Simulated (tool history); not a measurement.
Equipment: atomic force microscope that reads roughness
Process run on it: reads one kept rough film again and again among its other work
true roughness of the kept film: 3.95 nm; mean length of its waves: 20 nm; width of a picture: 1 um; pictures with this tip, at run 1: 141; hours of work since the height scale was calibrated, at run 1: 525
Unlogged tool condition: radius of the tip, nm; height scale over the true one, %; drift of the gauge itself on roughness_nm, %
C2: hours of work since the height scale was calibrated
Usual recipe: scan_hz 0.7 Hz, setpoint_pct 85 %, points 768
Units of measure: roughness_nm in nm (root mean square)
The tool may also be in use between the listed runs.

{"run": 1, "hour": 0.0, "scan_hz": 0.7, "setpoint_pct": 85, "points": 768, "pictures with this tip": 141, "C2": 525, "roughness_nm": 1.839}
{"hour": 48.4, "done": "new tip fitted"}
{"run": 2, "hour": 59.4, "scan_hz": 0.7, "setpoint_pct": 85, "points": 768, "pictures with this tip": 14, "C2": 563, "roughness_nm": 2.577}
{"run": 3, "hour": 120.0, "scan_hz": 0.7, "setpoint_pct": 85, "points": 768, "pictures with this tip": 91, "C2": 603, "roughness_nm": 2.135}
{"run": 4, "hour": 169.2, "scan_hz": 0.7, "setpoint_pct": 85, "points": 561, "pictures with this tip": 155, "C2": 636, "roughness_nm": 1.868}
{"hour": 209.6, "done": "new tip fitted"}
{"run": 5, "hour": 212.7, "scan_hz": 0.7, "setpoint_pct": 85, "points": 365, "pictures with this tip": 4, "C2": 664, "roughness_nm": 2.626}
{"run": 6, "hour": 278.1, "scan_hz": 0.7, "setpoint_pct": 84, "points": 365, "pictures with this tip": 87, "C2": 707, "roughness_nm": 2.133}
{"run": 7, "hour": 350.8, "scan_hz": 0.7, "setpoint_pct": 84, "points": 365, "pictures with this tip": 181, "C2": 755, "roughness_nm": 1.74}
{"hour": 366.3, "done": "new tip fitted"}
{"run": 8, "hour": 407.0, "scan_hz": 0.7, "setpoint_pct": 84, "points": 365, "pictures with this tip": 52, "C2": 792, "roughness_nm": 2.26}
{"run": 9, "hour": 462.6, "scan_hz": 1.508, "setpoint_pct": 84, "points": 365, "pictures with this tip": 123, "C2": 829, "roughness_nm": 1.816}
{"run": 10, "hour": 496.1, "scan_hz": 1.508, "setpoint_pct": 84, "points": 365, "pictures with this tip": 166, "C2": 851, "roughness_nm": 1.66}
{"hour": 524.5, "done": "new tip fitted"}
{"run": 11, "hour": 558.1, "scan_hz": 1.508, "setpoint_pct": 84, "points": 365, "pictures with this tip": 43, "C2": 891, "roughness_nm": 2.202}
{"run": 12, "hour": 591.8, "scan_hz": 1.508, "setpoint_pct": 84, "points": 365, "pictures with this tip": 86, "C2": 913, "roughness_nm": 1.999}
{"run": 13, "hour": 629.5, "scan_hz": 0.93, "setpoint_pct": 86, "points": 534, "pictures with this tip": 134, "C2": 938, "roughness_nm": 1.901}
{"run": 14, "hour": 664.5, "scan_hz": 0.507, "setpoint_pct": 63, "points": 257, "pictures with this tip": 179, "C2": 961, "roughness_nm": 1.804}
{"hour": 680.4, "done": "new tip fitted"}
{"run": 15, "hour": 736.1, "scan_hz": 0.938, "setpoint_pct": 78, "points": 256, "pictures with this tip": 72, "C2": 1008, "roughness_nm": 2.151}
{"hour": 786.4, "done": "height scale calibrated on a step standard"}
{"run": 16, "hour": 791.5, "scan_hz": 1.143, "setpoint_pct": 64, "points": 268, "pictures with this tip": 141, "C2": 3, "roughness_nm": 1.886}
{"hour": 838.0, "done": "new tip fitted"}
{"run": 17, "hour": 838.0, "scan_hz": 1.143, "setpoint_pct": 64, "points": 268, "pictures with this tip": 0, "C2": 34, "roughness_nm": 2.655}
{"run": 18, "hour": 912.6, "scan_hz": 0.7, "setpoint_pct": 85, "points": 882, "pictures with this tip": 96, "C2": 83, "roughness_nm": 2.07}
{"run": 19, "hour": 977.2, "scan_hz": 2.355, "setpoint_pct": 85, "points": 882, "pictures with this tip": 179, "C2": 125, "roughness_nm": 1.538}
{"hour": 1000.1, "done": "new tip fitted"}
{"run": 20, "hour": 1015.4, "scan_hz": 3.223, "setpoint_pct": 89, "points": 742, "pictures with this tip": 20, "C2": 150, "roughness_nm": 1.998}
{"run": 21, "hour": 1087.6, "scan_hz": 3.223, "setpoint_pct": 89, "points": 742, "pictures with this tip": 112, "C2": 198, "roughness_nm": 1.61}
{"hour": 1155.9, "done": "new tip fitted"}
{"run": 22, "hour": 1155.9, "scan_hz": 3.223, "setpoint_pct": 89, "points": 742, "pictures with this tip": 0, "C2": 243, "roughness_nm": 2.088}
{"run": 23, "hour": 1228.5, "scan_hz": 3.223, "setpoint_pct": 89, "points": 742, "pictures with this tip": 93, "C2": 290, "roughness_nm": 1.658}
{"run": 24, "hour": 1267.2, "scan_hz": 3.223, "setpoint_pct": 89, "points": 742, "pictures with this tip": 143, "C2": 316, "roughness_nm": 1.485}

3 ways to go on from here, each from the tool as it stands after run 24. What would each give?
{"hour": 1315.1, "done": "new tip fitted"}
{"run": "A", "hour": 1322.9, "scan_hz": 3.223, "setpoint_pct": 59, "points": 780, "pictures with this tip": 10, "C2": 352, "roughness_nm": "?"}
{"hour": 1315.1, "done": "new tip fitted"}
{"run": "B", "hour": 1322.9, "scan_hz": 1.207, "setpoint_pct": 68, "points": 559, "pictures with this tip": 10, "C2": 352, "roughness_nm": "?"}
{"hour": 1315.1, "done": "new tip fitted"}
{"run": "C", "hour": 1322.9, "scan_hz": 2.106, "setpoint_pct": 85, "points": 969, "pictures with this tip": 10, "C2": 352, "roughness_nm": "?"}

run=A roughness_nm=2.549
run=B roughness_nm=2.611
run=C roughness_nm=2.323
Without the tool's hidden state the same runs would have given:
run=A roughness_nm=2.65
run=B roughness_nm=2.714
run=C roughness_nm=2.414

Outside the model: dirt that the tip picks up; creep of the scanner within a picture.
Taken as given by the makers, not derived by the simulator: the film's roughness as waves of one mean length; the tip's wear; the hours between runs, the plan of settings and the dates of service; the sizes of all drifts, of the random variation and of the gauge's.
